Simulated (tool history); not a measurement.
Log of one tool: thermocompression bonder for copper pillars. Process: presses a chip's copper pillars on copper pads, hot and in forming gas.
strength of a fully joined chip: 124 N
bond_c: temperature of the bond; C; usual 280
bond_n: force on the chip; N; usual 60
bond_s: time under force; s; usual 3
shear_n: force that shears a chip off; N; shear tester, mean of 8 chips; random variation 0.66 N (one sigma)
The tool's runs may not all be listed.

{"run": 1, "hour": 0.0, "bond_c": 280, "bond_n": 60, "bond_s": 3, "shear_n": 70.6}
{"run": 2, "hour": 25.5, "bond_c": 290, "bond_n": 60, "bond_s": 3, "shear_n": 80.6}
{"run": 3, "hour": 66.0, "bond_c": 290, "bond_n": 60, "bond_s": 3, "shear_n": 81.3}
{"hour": 84.3, "done": "force cell calibrated"}
{"run": 4, "hour": 107.4, "bond_c": 280, "bond_n": 60, "bond_s": 3, "shear_n": 70.5}
{"run": 5, "hour": 135.1, "bond_c": 280, "bond_n": 60, "bond_s": 3, "shear_n": 70.7}
{"run": 6, "hour": 170.3, "bond_c": 280, "bond_n": 60, "bond_s": 3, "shear_n": 70.6}
{"run": 7, "hour": 207.7, "bond_c": 280, "bond_n": 44, "bond_s": 3, "shear_n": 62.5}
{"run": 8, "hour": 244.7, "bond_c": 280, "bond_n": 60, "bond_s": 3, "shear_n": 72.8}
{"run": 9, "hour": 274.2, "bond_c": 280, "bond_n": 60, "bond_s": 3, "shear_n": 70.8}
{"run": 10, "hour": 300.5, "bond_c": 280, "bond_n": 60, "bond_s": 3, "shear_n": 72.5}
{"run": 11, "hour": 334.4, "bond_c": 280, "bond_n": 60, "bond_s": 2, "shear_n": 62.4}
{"run": 12, "hour": 370.1, "bond_c": 278, "bond_n": 60, "bond_s": 3, "shear_n": 69.9}
{"hour": 392.0, "done": "forming gas filter changed"}
{"run": 13, "hour": 396.2, "bond_c": 297, "bond_n": 82, "bond_s": 5, "shear_n": 103.4}

The next listed run, before its measurement:
{"run": 14, "hour": 421.5, "bond_c": 297, "bond_n": 39, "bond_s": 2, "shear_n": "?"}

{"run 14": {"shear_n": 65.1}}
Without the tool's hidden state the same run would have given shear_n 64.9 N.
